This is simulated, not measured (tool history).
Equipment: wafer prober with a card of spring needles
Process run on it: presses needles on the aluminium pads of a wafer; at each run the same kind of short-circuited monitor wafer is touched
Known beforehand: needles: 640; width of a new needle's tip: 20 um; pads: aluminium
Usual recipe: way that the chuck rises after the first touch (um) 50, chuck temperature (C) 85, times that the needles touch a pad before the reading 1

run,hour,way that the chuck rises after the first touch (um),chuck temperature (C),times that the needles touch a pad before the reading,resistance of one needle with its contact and lead (mohm),way that a needle slides on the pad (um)
1,0,50,85,1,260,12.33
2,7.7,50,85,1,294,12.55
3,13.1,50,85,1,315,12.48
# hour 17.3: tips cleaned on abrasive film
4,24.5,50,85,2,271,12.34
# hour 35.5: tips cleaned on abrasive film
5,36,50,85,1,256,12.33
6,46,50,85,1,301,12.48
# hour 53.4: tips cleaned on abrasive film
7,57.1,50,85,1,273,12.4
8,64.7,50,85,1,307,12.28
# hour 71: tips cleaned on abrasive film
9,74.8,50,85,1,272,12.34
10,80.7,50,90,1,301,12.38
# hour 88.8: tips cleaned on abrasive film
11,91.7,50,90,1,273,12.23
12,98.3,50,90,1,297,12.29
# hour 106.5: tips cleaned on abrasive film
13,109.8,50,90,1,276,12.19
14,115.6,50,85,2,278,12.33
15,121,50,85,2,290,12.15
# hour 124.3: tips cleaned on abrasive film
16,131.6,50,85,2,277,12.27
17,137.8,50,85,2,283,12.12
# hour 142.2: tips cleaned on abrasive film
18,147.6,37,85,2,294,8.78
19,156.8,62,74,1,291,15.26
# hour 159.9: tips cleaned on abrasive film
20,164.7,46,99,1,289,11.28
21,170.9,50,40,1,297,12.07
# hour 178: tips cleaned on abrasive film
22,179.9,51,85,1,266,12.42
23,186.4,50,55,1,292,12.29
24,192.4,39,30,3,285,9.49
# hour 195.6: tips cleaned on abrasive film
25,199.8,39,30,3,255,9.38
26,210.3,44,44,2,294,10.7
# hour 213.9: tips cleaned on abrasive film
27,215.5,59,82,2,246,14.43
28,221.7,50,59,1,290,12.29
# hour 231.6: tips cleaned on abrasive film
29,232.7,55,38,2,239,13.45
30,241.7,55,38,2,263,13.39
# hour 249.8: tips cleaned on abrasive film
31,251.2,55,38,2,245,13.39
32,256,55,38,2,254,13.48
33,264.4,31,60,1,454,7.41
# hour 267.9: tips cleaned on abrasive film
34,274.1,50,49,1,277,12.07

Some steps in resistance of one needle with its contact and lead (mohm) between neighbouring runs. How much of each would the tool show without its hidden state too (settings, what came in, random variation), and how much is left for the hidden state, with any gauge scatter that isn't in both results?
Hidden conditions of the tool in this case: debris on the tips, nm; way that the needles fall short of the set height, um; tips' diameter, um; drift of the gauge itself on contact_mohm, %; drift of the gauge itself on scrub_um, %.
Run 26 -> 27: way that the chuck rises after the first touch (um) 44 -> 59, chuck temperature (C) 44 -> 82, tips cleaned on abrasive film. resistance of one needle with its contact and lead (mohm) -48: hidden state -52, all else +4.
Run 28 -> 29: way that the chuck rises after the first touch (um) 50 -> 55, chuck temperature (C) 59 -> 38, times that the needles touch a pad before the reading 1 -> 2, tips cleaned on abrasive film. resistance of one needle with its contact and lead (mohm) -51: hidden state -42, all else -9.
Run 32 -> 33: way that the chuck rises after the first touch (um) 55 -> 31, chuck temperature (C) 38 -> 60, times that the needles touch a pad before the reading 2 -> 1. resistance of one needle with its contact and lead (mohm) +200: hidden state +177, all else +23.
Run 33 -> 34: way that the chuck rises after the first touch (um) 31 -> 50, chuck temperature (C) 60 -> 49, tips cleaned on abrasive film. resistance of one needle with its contact and lead (mohm) -177: hidden state -159, all else -18.

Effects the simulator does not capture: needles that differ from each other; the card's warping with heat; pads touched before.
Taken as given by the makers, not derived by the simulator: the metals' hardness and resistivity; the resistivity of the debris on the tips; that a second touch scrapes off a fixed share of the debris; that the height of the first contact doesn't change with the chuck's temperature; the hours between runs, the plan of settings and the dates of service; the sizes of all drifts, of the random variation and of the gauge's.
